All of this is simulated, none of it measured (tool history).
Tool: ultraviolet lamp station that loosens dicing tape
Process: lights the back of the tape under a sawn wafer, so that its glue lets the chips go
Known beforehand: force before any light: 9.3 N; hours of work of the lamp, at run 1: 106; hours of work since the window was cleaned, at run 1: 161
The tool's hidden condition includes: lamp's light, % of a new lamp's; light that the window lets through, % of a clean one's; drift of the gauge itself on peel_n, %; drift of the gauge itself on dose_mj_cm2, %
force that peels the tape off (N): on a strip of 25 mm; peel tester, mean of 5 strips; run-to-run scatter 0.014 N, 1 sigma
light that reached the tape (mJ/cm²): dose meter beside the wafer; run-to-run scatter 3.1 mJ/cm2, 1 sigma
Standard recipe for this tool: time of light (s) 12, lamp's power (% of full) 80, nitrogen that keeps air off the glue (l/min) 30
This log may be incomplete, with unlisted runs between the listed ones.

run,hour,time of light (s),lamp's power (% of full),nitrogen that keeps air off the glue (l/min),hours of work of the lamp,hours of work since the window was cleaned,force that peels the tape off (N),light that reached the tape (mJ/cm²)
1,0,12,80,30,106,161,0.647,463
2,54.3,12,80,54,136,191,0.52,462
3,115.9,12,80,21,171,226,0.785,467
4,179.1,8,80,21,207,262,1.68,312
5,232.1,12,80,30,237,292,0.655,459
6,272,12,80,30,260,315,0.641,467
# hour 295.3: window cleaned of glue's vapour
7,305.5,12,92,30,279,6,0.496,531
8,349.2,12,80,30,303,31,0.649,471
9,404.6,12,80,30,335,62,0.664,467
10,459.6,12,69,30,366,93,0.897,404

Expected results for the next run?
11,527.6,12,69,46,405,132,?,?

Run 11 yielded force that peels the tape off (N) 0.704, light that reached the tape (mJ/cm²) 397.
With the hidden condition absent and the run-to-run variation left alone, this run would have shown force that peels the tape off (N) 0.702, light that reached the tape (mJ/cm²) 398.
